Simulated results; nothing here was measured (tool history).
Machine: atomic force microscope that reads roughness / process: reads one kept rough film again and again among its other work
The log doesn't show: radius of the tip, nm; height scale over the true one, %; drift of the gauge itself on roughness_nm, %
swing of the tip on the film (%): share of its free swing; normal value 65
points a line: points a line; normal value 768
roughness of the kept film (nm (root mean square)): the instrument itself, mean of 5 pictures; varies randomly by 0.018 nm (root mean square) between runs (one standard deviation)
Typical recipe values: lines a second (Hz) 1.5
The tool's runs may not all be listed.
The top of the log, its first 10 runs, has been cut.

run,hour,lines a second (Hz),swing of the tip on the film (%),points a line,pictures with this tip,hours of work since the height scale was calibrated,roughness of the kept film (nm (root mean square))
11,74.9,1.5,65,768,29,207,4.291
12,83.7,1.5,65,768,40,213,4.253
13,91.8,1.5,65,768,49,219,4.162
14,97.1,1.5,84,768,56,222,3.765
15,106.2,1.5,84,768,67,228,3.657
16,112.9,1.5,84,768,74,233,3.623
17,121.5,1.5,84,768,85,239,3.576
18,131,0.66,74,638,96,246,3.902
19,138.6,1.5,65,405,105,251,3.809
20,148.3,1.12,66,685,116,257,3.774
21,154.9,3.5,65,380,124,262,3.417
22,160.6,1.94,64,268,131,266,3.587
# hour 163.8: new tip fitted
23,167.4,3.02,87,625,4,270,3.446
24,172.7,0.89,70,865,10,274,4.439
25,177,1.5,81,489,16,277,4.026
26,183.3,0.58,60,482,23,281,4.494
27,191.8,2.08,83,768,33,287,3.671
28,200.3,0.8,83,768,43,293,4.068
29,207.7,0.77,80,768,52,298,4.046
30,212.2,1.5,85,431,57,301,3.673

Forecast each of these 4 alternatives for the next run:
A,222.1,0.55,71,746,69,308,?
B,222.1,1.5,65,382,69,308,?
C,222.1,1.91,61,431,69,308,?
D,222.1,0.77,65,768,69,308,?

run,roughness of the kept film (nm (root mean square))
A,4.068
B,3.939
C,3.931
D,4.085
Without the tool's hidden state the same runs would have given:
run,roughness of the kept film (nm (root mean square))
A,4.619
B,4.473
C,4.464
D,4.638

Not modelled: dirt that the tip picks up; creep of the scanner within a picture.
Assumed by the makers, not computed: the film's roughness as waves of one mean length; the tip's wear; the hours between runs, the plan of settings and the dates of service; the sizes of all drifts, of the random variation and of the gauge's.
